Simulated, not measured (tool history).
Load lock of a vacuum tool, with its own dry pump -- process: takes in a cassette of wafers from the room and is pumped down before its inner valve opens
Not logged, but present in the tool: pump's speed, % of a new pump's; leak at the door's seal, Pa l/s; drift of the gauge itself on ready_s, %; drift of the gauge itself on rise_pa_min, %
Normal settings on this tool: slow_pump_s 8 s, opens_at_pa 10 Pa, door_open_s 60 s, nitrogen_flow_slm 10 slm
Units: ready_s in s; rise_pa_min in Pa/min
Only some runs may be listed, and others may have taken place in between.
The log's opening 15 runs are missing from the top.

run	hour	slow_pump_s	opens_at_pa	door_open_s	nitrogen_flow_slm	hours that the pump has run since its overhaul	times that the door has closed on its seal	incoming humidity of the room's air, %	ready_s	rise_pa_min
16	1879.2	8	15	60	10	7605	3579	42.2	19.5	0.06
17	1984.3	8	15	60	10	7710	3890	46.5	19.4	0.07
18	2117.4	8	15	60	10	7844	4283	44.4	19.5	0.069
19	2252.5	8	10	60	10	7979	4681	45.6	20.3	0.072
20	2325.7	8	13	60	10	8052	4898	45.1	19.9	0.073
21	2472.7	8	13	40	10	8199	5332	47.5	19.8	0.071
22	2576.1	8	13	55	10	8302	5637	42.5	20.2	0.069
23	2740.6	8	13	55	10	8467	6123	44.2	19.9	0.073
24	2856.9	8	13	108	10	8583	6466	43.3	20	0.093
25	2936.2	8	13	235	10	8662	6700	39.1	19.9	0.105
26	3099	14	18	173	34	8825	7181	46.7	24	0.087
27	3199.7	5	10	35	26	8926	7478	46.8	18.2	0.065
28	3362.7	9	10	60	10	9089	7960	43.1	21.1	0.081
29	3437.9	9	10	60	10	9164	8181	44	21.3	0.087
30	3597.8	6	8	230	6	9324	8654	46.9	19.6	0.139
31	3754.7	8	10	128	10	9481	9117	42.2	20.3	0.106
32	3878	6	19	91	19	9604	9481	43.1	17.9	0.085
33	4019.3	7	14	37	39	9745	9898	47.3	19.1	0.065
34	4151.4	6	10	60	10	9878	10288	45.3	18.9	0.101
35	4261.7	16	12	97	10	9988	10614	41.9	26.1	0.103
36	4333.4	5	16	27	36	10060	10825	44.2	17.4	0.068
37	4425.8	8	19	76	6	10152	11098	44.9	19.7	0.109

Branching from run 37: 4 alternative next runs. What would each branch give?
A	4580.9	8	17	130	6	10307	11556	45.6	?	?
B	4580.9	4	10	38	18	10307	11556	45.1	?	?
C	4580.9	6	19	76	10	10307	11556	46.7	?	?
D	4580.9	8	10	206	10	10307	11556	44.8	?	?

run	ready_s	rise_pa_min
A	19.6	0.127
B	17.4	0.085
C	18.3	0.114
D	20.4	0.137
Had the tool no hidden state, the same runs would have come out as:
run	ready_s	rise_pa_min
A	18.9	0.082
B	16.5	0.04
C	17.6	0.068
D	19.6	0.092
